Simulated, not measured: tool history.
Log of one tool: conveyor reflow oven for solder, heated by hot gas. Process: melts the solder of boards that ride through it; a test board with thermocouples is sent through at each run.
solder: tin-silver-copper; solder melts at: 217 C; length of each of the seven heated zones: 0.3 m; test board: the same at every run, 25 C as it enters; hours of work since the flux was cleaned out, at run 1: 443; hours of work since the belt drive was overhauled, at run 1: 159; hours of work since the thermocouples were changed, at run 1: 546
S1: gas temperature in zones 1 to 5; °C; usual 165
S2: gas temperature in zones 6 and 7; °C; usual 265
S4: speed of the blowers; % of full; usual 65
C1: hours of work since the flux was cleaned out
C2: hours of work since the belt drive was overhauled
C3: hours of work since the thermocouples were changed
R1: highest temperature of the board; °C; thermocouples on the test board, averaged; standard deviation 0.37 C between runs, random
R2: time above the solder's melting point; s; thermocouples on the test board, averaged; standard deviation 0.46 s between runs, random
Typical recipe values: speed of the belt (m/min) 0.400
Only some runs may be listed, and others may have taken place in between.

run 1 hour=0.0 | S1=165 S2=265 speed_of_the_belt_(m/min)=0.400 S4=65 | C1=443 C2=159 C3=546 | R1=241.5 R2=49.9
-- hour=18.7 flux residue cleaned out of gas plates and filters
run 2 hour=52.1 | S1=165 S2=265 speed_of_the_belt_(m/min)=0.400 S4=65 | C1=18 C2=185 C3=572 | R1=245.8 R2=57.6
run 3 hour=87.9 | S1=165 S2=265 speed_of_the_belt_(m/min)=0.400 S4=65 | C1=38 C2=204 C3=591 | R1=246.7 R2=56.9
run 4 hour=123.3 | S1=165 S2=265 speed_of_the_belt_(m/min)=0.400 S4=65 | C1=58 C2=224 C3=611 | R1=246.2 R2=57.3
run 5 hour=148.3 | S1=165 S2=265 speed_of_the_belt_(m/min)=0.400 S4=65 | C1=72 C2=238 C3=625 | R1=245.8 R2=56.3
-- hour=152.4 thermocouples of zones 6 and 7 changed
run 6 hour=177.1 | S1=167 S2=265 speed_of_the_belt_(m/min)=0.400 S4=65 | C1=86 C2=253 C3=14 | R1=245.5 R2=57.3
run 7 hour=220.2 | S1=167 S2=265 speed_of_the_belt_(m/min)=0.400 S4=65 | C1=110 C2=276 C3=37 | R1=245.1 R2=56.3
run 8 hour=243.3 | S1=174 S2=265 speed_of_the_belt_(m/min)=0.400 S4=65 | C1=123 C2=289 C3=50 | R1=245.7 R2=61.6
run 9 hour=277.2 | S1=165 S2=265 speed_of_the_belt_(m/min)=0.349 S4=65 | C1=142 C2=308 C3=69 | R1=249.1 R2=70.7
run 10 hour=311.2 | S1=165 S2=265 speed_of_the_belt_(m/min)=0.349 S4=65 | C1=160 C2=327 C3=88 | R1=248.5 R2=71.3
run 11 hour=358.4 | S1=165 S2=265 speed_of_the_belt_(m/min)=0.349 S4=65 | C1=186 C2=353 C3=114 | R1=249.2 R2=70.2
run 12 hour=393.9 | S1=165 S2=265 speed_of_the_belt_(m/min)=0.349 S4=65 | C1=206 C2=372 C3=133 | R1=248.7 R2=70.9
run 13 hour=423.2 | S1=165 S2=265 speed_of_the_belt_(m/min)=0.400 S4=69 | C1=222 C2=388 C3=150 | R1=245.1 R2=55.6
run 14 hour=471.5 | S1=165 S2=265 speed_of_the_belt_(m/min)=0.400 S4=69 | C1=249 C2=415 C3=176 | R1=244.9 R2=56.6
run 15 hour=510.4 | S1=165 S2=265 speed_of_the_belt_(m/min)=0.400 S4=69 | C1=270 C2=437 C3=198 | R1=244.9 R2=55.4
run 16 hour=542.2 | S1=165 S2=279 speed_of_the_belt_(m/min)=0.400 S4=65 | C1=288 C2=454 C3=215 | R1=255.5 R2=65.1
run 17 hour=587.2 | S1=152 S2=271 speed_of_the_belt_(m/min)=0.441 S4=59 | C1=313 C2=479 C3=240 | R1=238.9 R2=37.7
run 18 hour=633.1 | S1=152 S2=271 speed_of_the_belt_(m/min)=0.441 S4=59 | C1=338 C2=504 C3=265 | R1=237.9 R2=36.8
run 19 hour=654.5 | S1=152 S2=263 speed_of_the_belt_(m/min)=0.441 S4=86 | C1=350 C2=516 C3=277 | R1=239.9 R2=42.1
run 20 hour=683.8 | S1=152 S2=262 speed_of_the_belt_(m/min)=0.400 S4=65 | C1=366 C2=532 C3=293 | R1=237.0 R2=41.3
run 21 hour=731.6 | S1=152 S2=262 speed_of_the_belt_(m/min)=0.400 S4=65 | C1=393 C2=559 C3=320 | R1=237.5 R2=40.8
run 22 hour=780.0 | S1=179 S2=259 speed_of_the_belt_(m/min)=0.407 S4=53 | C1=419 C2=585 C3=347 | R1=236.4 R2=49.1
run 23 hour=806.4 | S1=171 S2=265 speed_of_the_belt_(m/min)=0.368 S4=65 | C1=434 C2=600 C3=361 | R1=246.7 R2=67.0
-- hour=840.4 flux residue cleaned out of gas plates and filters
run 24 hour=843.3 | S1=171 S2=276 speed_of_the_belt_(m/min)=0.400 S4=65 | C1=2 C2=618 C3=379 | R1=258.2 R2=70.7
run 25 hour=888.1 | S1=171 S2=276 speed_of_the_belt_(m/min)=0.400 S4=65 | C1=26 C2=642 C3=404 | R1=257.5 R2=70.3
run 26 hour=916.7 | S1=178 S2=265 speed_of_the_belt_(m/min)=0.400 S4=73 | C1=42 C2=658 C3=419 | R1=251.0 R2=69.6
run 27 hour=963.9 | S1=178 S2=265 speed_of_the_belt_(m/min)=0.400 S4=73 | C1=68 C2=684 C3=445 | R1=251.6 R2=69.1
run 28 hour=994.1 | S1=178 S2=265 speed_of_the_belt_(m/min)=0.400 S4=73 | C1=85 C2=701 C3=462 | R1=251.4 R2=69.6
run 29 hour=1034.6 | S1=178 S2=265 speed_of_the_belt_(m/min)=0.400 S4=73 | C1=107 C2=723 C3=484 | R1=250.6 R2=67.9
run 30 hour=1060.2 | S1=178 S2=265 speed_of_the_belt_(m/min)=0.400 S4=73 | C1=121 C2=737 C3=499 | R1=251.3 R2=69.4
run 31 hour=1104.3 | S1=171 S2=261 speed_of_the_belt_(m/min)=0.376 S4=73 | C1=146 C2=762 C3=523 | R1=248.1 R2=68.0

How would selected steps in R1 from run to run divide? Give the signed amount a tool lacking its hidden state would still show from settings, what came in and random variation, and the signed amount left for the hidden state, including any gauge scatter that is not in both of the compared results.
Unlogged tool condition in this case: heat that the gas passes to the board, % of a clean oven's; belt's true speed, % of the reading; true gas temperature in zones 6 and 7 over the reading, C; drift of the gauge itself on peak_c, C; drift of the gauge itself on liquid_s, %.
Run 1 -> 2: flux residue cleaned out of gas plates and filters. R1 +4.3 °C: hidden state +4.8, all else -0.5.
Run 5 -> 6: S1 165 -> 167, thermocouples of zones 6 and 7 changed. R1 -0.3 °C: hidden state -1.3, all else +1.0.
Run 15 -> 16: S2 265 -> 279, S4 69 -> 65. R1 +10.6 °C: hidden state -0.3, all else +10.9.
Run 16 -> 17: S1 165 -> 152, S2 279 -> 271, speed of the belt (m/min) 0.400 -> 0.441, S4 65 -> 59. R1 -16.6 °C: hidden state -0.4, all else -16.2.
Run 23 -> 24: S2 265 -> 276, speed of the belt (m/min) 0.368 -> 0.400, flux residue cleaned out of gas plates and filters. R1 +11.5 °C: hidden state +3.8, all else +7.7.
